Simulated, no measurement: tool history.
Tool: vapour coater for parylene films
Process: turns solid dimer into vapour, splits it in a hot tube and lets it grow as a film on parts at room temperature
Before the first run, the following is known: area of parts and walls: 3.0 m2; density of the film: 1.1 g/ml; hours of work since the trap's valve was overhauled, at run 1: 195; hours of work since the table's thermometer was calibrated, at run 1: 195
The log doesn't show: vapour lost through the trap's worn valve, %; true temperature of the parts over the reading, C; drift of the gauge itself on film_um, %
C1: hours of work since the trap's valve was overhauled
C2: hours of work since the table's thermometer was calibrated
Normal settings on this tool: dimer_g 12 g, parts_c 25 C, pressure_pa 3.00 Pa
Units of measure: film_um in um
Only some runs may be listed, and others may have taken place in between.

Run 1, hour 0.0: usual settings; C1 195; C2 195. Result: film_um 2.30 um.
Run 2, hour 27.7: usual settings; C1 218; C2 218. Result: film_um 2.22 um.
Run 3, hour 51.1: usual settings; C1 238; C2 238. Result: film_um 2.19 um.
Run 4, hour 75.6: usual settings; C1 258; C2 258. Result: film_um 2.18 um.
Run 5, hour 107.6: usual settings; C1 285; C2 285. Result: film_um 2.20 um.
Run 6, hour 137.9: usual settings; C1 311; C2 311. Result: film_um 2.13 um.
Run 7, hour 182.5: usual settings but parts_c 18 C; C1 349; C2 349. Result: film_um 2.59 um.
Run 8, hour 212.7: usual settings but parts_c 18 C; C1 374; C2 374. Result: film_um 2.58 um.
At hour 247.1: trap's valve overhauled.
Run 9, hour 258.1: usual settings but pressure_pa 2.86 Pa; C1 9; C2 409. Result: film_um 2.39 um.
Run 10, hour 283.0: usual settings but pressure_pa 2.86 Pa; C1 30; C2 430. Result: film_um 2.39 um.
Run 11, hour 329.0: usual settings; C1 69; C2 469. Result: film_um 2.33 um.
Run 12, hour 366.2: usual settings; C1 101; C2 500. Result: film_um 2.34 um.
Run 13, hour 417.7: usual settings but dimer_g 21 g; C1 144; C2 544. Result: film_um 4.01 um.
Run 14, hour 458.4: usual settings but dimer_g 21 g; C1 178; C2 578. Result: film_um 3.94 um.
Run 15, hour 508.1: usual settings but dimer_g 21 g; C1 220; C2 620. Result: film_um 3.92 um.
Run 16, hour 558.7: usual settings but dimer_g 5 g, parts_c 27 C, pressure_pa 5.03 Pa; C1 263; C2 663. Result: film_um 0.75 um.
Run 17, hour 603.9: usual settings but dimer_g 17 g, parts_c 27 C, pressure_pa 8.46 Pa; C1 301; C2 701. Result: film_um 2.43 um.
Run 18, hour 640.8: usual settings but dimer_g 11 g, parts_c 20 C, pressure_pa 4.65 Pa; C1 332; C2 732. Result: film_um 2.14 um.
Run 19, hour 663.4: usual settings but dimer_g 11 g, parts_c 20 C, pressure_pa 4.65 Pa; C1 351; C2 751. Result: film_um 2.10 um.
Run 20, hour 709.4: usual settings but dimer_g 6 g, parts_c 19 C, pressure_pa 10.55 Pa; C1 390; C2 790. Result: film_um 0.99 um.
At hour 723.9: trap's valve overhauled.
Run 21, hour 764.6: usual settings but dimer_g 9 g, parts_c 29 C, pressure_pa 8.62 Pa; C1 34; C2 833. Result: film_um 1.32 um.
Run 22, hour 814.1: usual settings but parts_c 30 C, pressure_pa 4.26 Pa; C1 76; C2 875. Result: film_um 1.96 um.
Run 23, hour 855.4: usual settings but parts_c 30 C, pressure_pa 4.26 Pa; C1 111; C2 910. Result: film_um 1.89 um.
Run 24, hour 907.0: usual settings but dimer_g 11 g; C1 155; C2 953. Result: film_um 2.08 um.

Run 25 has not been measured yet. What should we expect?
Run 25, hour 944.9: usual settings but dimer_g 9 g; C1 187; C2 985. Result: film_um ?.

Run 25 came out at film_um 1.64 um.
Had the tool carried no hidden state, the very same run would have given film_um 1.72 um.

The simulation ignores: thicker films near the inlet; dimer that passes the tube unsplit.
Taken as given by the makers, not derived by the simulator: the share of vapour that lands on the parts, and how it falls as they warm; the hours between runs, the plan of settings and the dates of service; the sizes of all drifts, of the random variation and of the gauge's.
